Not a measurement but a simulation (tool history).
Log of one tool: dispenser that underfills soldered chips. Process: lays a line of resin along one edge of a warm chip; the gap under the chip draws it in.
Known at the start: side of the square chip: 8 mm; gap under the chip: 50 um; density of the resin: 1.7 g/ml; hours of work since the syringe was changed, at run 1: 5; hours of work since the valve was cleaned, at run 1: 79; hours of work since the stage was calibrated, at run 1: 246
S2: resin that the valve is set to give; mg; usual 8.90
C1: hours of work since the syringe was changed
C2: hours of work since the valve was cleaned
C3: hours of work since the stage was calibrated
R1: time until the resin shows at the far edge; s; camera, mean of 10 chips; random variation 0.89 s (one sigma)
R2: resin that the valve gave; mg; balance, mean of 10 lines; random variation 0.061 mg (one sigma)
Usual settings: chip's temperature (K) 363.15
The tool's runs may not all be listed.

run 1 hour=0.0 | chip's_temperature_(K)=363.15 S2=8.90 | C1=5 C2=79 C3=246 | R1=124.6 R2=8.22
-- hour=1.0 new syringe of resin
run 2 hour=7.4 | chip's_temperature_(K)=363.15 S2=8.90 | C1=5 C2=84 C3=251 | R1=119.8 R2=8.30
-- hour=8.6 new syringe of resin
-- hour=17.0 new syringe of resin
run 3 hour=17.7 | chip's_temperature_(K)=363.15 S2=8.90 | C1=1 C2=91 C3=258 | R1=84.7 R2=8.19
-- hour=24.5 new syringe of resin
-- hour=32.3 new syringe of resin
run 4 hour=34.4 | chip's_temperature_(K)=363.15 S2=8.90 | C1=2 C2=103 C3=270 | R1=92.0 R2=8.14
-- hour=39.7 new syringe of resin
-- hour=46.9 new syringe of resin
run 5 hour=46.9 | chip's_temperature_(K)=363.15 S2=8.90 | C1=0 C2=112 C3=279 | R1=81.2 R2=8.16
-- hour=54.5 new syringe of resin
run 6 hour=55.0 | chip's_temperature_(K)=363.15 S2=8.90 | C1=0 C2=118 C3=285 | R1=85.5 R2=7.92
-- hour=62.1 new syringe of resin
run 7 hour=67.4 | chip's_temperature_(K)=355.15 S2=8.90 | C1=4 C2=127 C3=293 | R1=139.3 R2=7.93
-- hour=69.9 new syringe of resin
-- hour=78.0 new syringe of resin
run 8 hour=80.2 | chip's_temperature_(K)=355.15 S2=8.90 | C1=2 C2=136 C3=302 | R1=116.7 R2=7.77
-- hour=85.6 dispensing valve cleaned and set on the balance
-- hour=87.4 new syringe of resin
-- hour=95.5 new syringe of resin
run 9 hour=98.0 | chip's_temperature_(K)=363.15 S2=10.17 | C1=2 C2=9 C3=314 | R1=94.4 R2=10.04
-- hour=103.4 new syringe of resin
run 10 hour=108.8 | chip's_temperature_(K)=363.15 S2=9.28 | C1=4 C2=17 C3=322 | R1=107.8 R2=9.14
-- hour=111.7 new syringe of resin
-- hour=119.4 new syringe of resin
run 11 hour=124.2 | chip's_temperature_(K)=356.15 S2=8.90 | C1=4 C2=27 C3=333 | R1=132.1 R2=8.79
-- hour=127.0 new syringe of resin
run 12 hour=132.5 | chip's_temperature_(K)=356.15 S2=8.90 | C1=4 C2=33 C3=339 | R1=136.0 R2=8.68
-- hour=134.4 new syringe of resin
-- hour=142.1 new syringe of resin
run 13 hour=143.1 | chip's_temperature_(K)=369.15 S2=8.90 | C1=1 C2=41 C3=346 | R1=74.4 R2=8.59
-- hour=149.5 new syringe of resin
-- hour=157.3 new syringe of resin
run 14 hour=160.5 | chip's_temperature_(K)=369.15 S2=8.90 | C1=2 C2=53 C3=359 | R1=82.9 R2=8.49
-- hour=164.7 new syringe of resin
run 15 hour=171.2 | chip's_temperature_(K)=369.15 S2=8.90 | C1=5 C2=61 C3=367 | R1=103.8 R2=8.52
-- hour=172.9 new syringe of resin
-- hour=180.9 new syringe of resin
run 16 hour=183.4 | chip's_temperature_(K)=369.15 S2=8.90 | C1=2 C2=69 C3=375 | R1=79.4 R2=8.36
-- hour=188.8 new syringe of resin
-- hour=196.8 new syringe of resin
run 17 hour=196.8 | chip's_temperature_(K)=369.15 S2=8.90 | C1=0 C2=79 C3=385 | R1=68.4 R2=8.27
-- hour=204.7 new syringe of resin
run 18 hour=204.7 | chip's_temperature_(K)=358.15 S2=9.14 | C1=0 C2=85 C3=390 | R1=92.0 R2=8.45
-- hour=212.5 new syringe of resin
-- hour=220.4 new syringe of resin
run 19 hour=222.2 | chip's_temperature_(K)=365.15 S2=8.10 | C1=1 C2=97 C3=403 | R1=87.0 R2=7.43
-- hour=229.1 new syringe of resin
run 20 hour=230.1 | chip's_temperature_(K)=355.15 S2=8.03 | C1=1 C2=103 C3=408 | R1=112.0 R2=7.34
-- hour=237.4 new syringe of resin
run 21 hour=239.1 | chip's_temperature_(K)=355.15 S2=8.03 | C1=1 C2=109 C3=415 | R1=114.0 R2=7.14
-- hour=244.9 new syringe of resin
-- hour=253.3 new syringe of resin
run 22 hour=253.3 | chip's_temperature_(K)=376.15 S2=10.55 | C1=0 C2=119 C3=425 | R1=58.3 R2=9.45
-- hour=261.0 new syringe of resin
run 23 hour=262.7 | chip's_temperature_(K)=363.15 S2=8.27 | C1=1 C2=126 C3=432 | R1=91.8 R2=7.29
-- hour=269.0 new syringe of resin
run 24 hour=271.1 | chip's_temperature_(K)=360.15 S2=10.99 | C1=2 C2=132 C3=438 | R1=95.9 R2=9.56
-- hour=276.6 new syringe of resin
-- hour=281.8 dispensing valve cleaned and set on the balance
-- hour=285.9 new syringe of resin
run 25 hour=285.9 | chip's_temperature_(K)=360.15 S2=10.99 | C1=0 C2=3 C3=447 | R1=84.0 R2=10.99
-- hour=294.2 new syringe of resin
run 26 hour=294.6 | chip's_temperature_(K)=360.15 S2=10.99 | C1=0 C2=9 C3=454 | R1=87.5 R2=10.86
-- hour=301.6 new syringe of resin
-- hour=309.6 new syringe of resin
run 27 hour=312.0 | chip's_temperature_(K)=357.15 S2=7.65 | C1=2 C2=21 C3=466 | R1=110.5 R2=7.50
-- hour=316.9 new syringe of resin
-- hour=325.7 new syringe of resin
run 28 hour=328.6 | chip's_temperature_(K)=357.15 S2=7.65 | C1=2 C2=33 C3=478 | R1=112.4 R2=7.43

Run 29 comes next. What will it give?
-- hour=334.3 new syringe of resin
-- hour=342.3 new syringe of resin
run 29 hour=342.6 | chip's_temperature_(K)=349.15 S2=8.01 | C1=0 C2=43 C3=488 | R1=? R2=?

{"run 29": {"R1": 117.3, "R2": 7.62}}
Without the tool's hidden state the same run would have given R1 123.0 s, R2 7.93 mg.

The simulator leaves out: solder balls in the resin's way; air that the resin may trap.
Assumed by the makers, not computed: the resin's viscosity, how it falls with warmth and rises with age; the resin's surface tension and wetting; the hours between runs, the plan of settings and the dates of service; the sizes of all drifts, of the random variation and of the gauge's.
